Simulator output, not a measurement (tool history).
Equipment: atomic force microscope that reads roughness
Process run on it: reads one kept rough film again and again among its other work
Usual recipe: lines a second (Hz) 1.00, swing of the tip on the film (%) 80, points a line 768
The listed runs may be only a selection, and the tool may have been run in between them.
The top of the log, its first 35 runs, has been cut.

run     day  lines a second (Hz)  swing of the tip on the film (%)  points a line  roughness of the kept film (nm (root mean square))
 36  34.171                 1.64                                80            768                                               2.536
 37  34.804                 1.64                                80            768                                               2.507
     35.083  -- new tip fitted
 38  35.496                 1.50                                61            768                                               3.140
 39  36.321                 1.50                                61            768                                               3.109
 40  36.938                 0.98                                80            768                                               2.990
 41  38.004                 3.36                                62            670                                               2.928
 42  39.008                 1.60                                62            527                                               2.939
 43  39.821                 1.60                                62            527                                               2.918
 44  40.542                 1.60                                62            527                                               2.866
 45  41.296                 0.53                                80            768                                               2.815
 46  42.379                 0.55                                65            561                                               2.813
 47  43.250                 0.55                                65            561                                               2.778
 48  43.883                 1.00                                57            756                                               2.747
 49  45.038                 1.00                                57            756                                               2.702
 50  45.754                 2.68                                87            682                                               2.325
     46.242  -- new tip fitted
 51  46.917                 1.00                                80            845                                               3.089
 52  47.975                 3.83                                80            768                                               2.702
 53  48.600                 3.83                                71            968                                               2.828

Alternative continuations, all from the tool just after run 53; predict every row:
  A  49.192                 3.72                                78            539                                                   ?
  B  49.192                 1.00                                69            768                                                   ?
  C  49.192                 1.00                                80            723                                                   ?
  D  49.192                 0.53                                80            768                                                   ?

run  roughness of the kept film (nm (root mean square))
  A                                               2.680
  B                                               2.998
  C                                               2.925
  D                                               3.006
The same runs, with their run-to-run variation unchanged, on a tool lacking any hidden condition would have given:
run  roughness of the kept film (nm (root mean square))
  A                                               2.839
  B                                               3.176
  C                                               3.099
  D                                               3.184

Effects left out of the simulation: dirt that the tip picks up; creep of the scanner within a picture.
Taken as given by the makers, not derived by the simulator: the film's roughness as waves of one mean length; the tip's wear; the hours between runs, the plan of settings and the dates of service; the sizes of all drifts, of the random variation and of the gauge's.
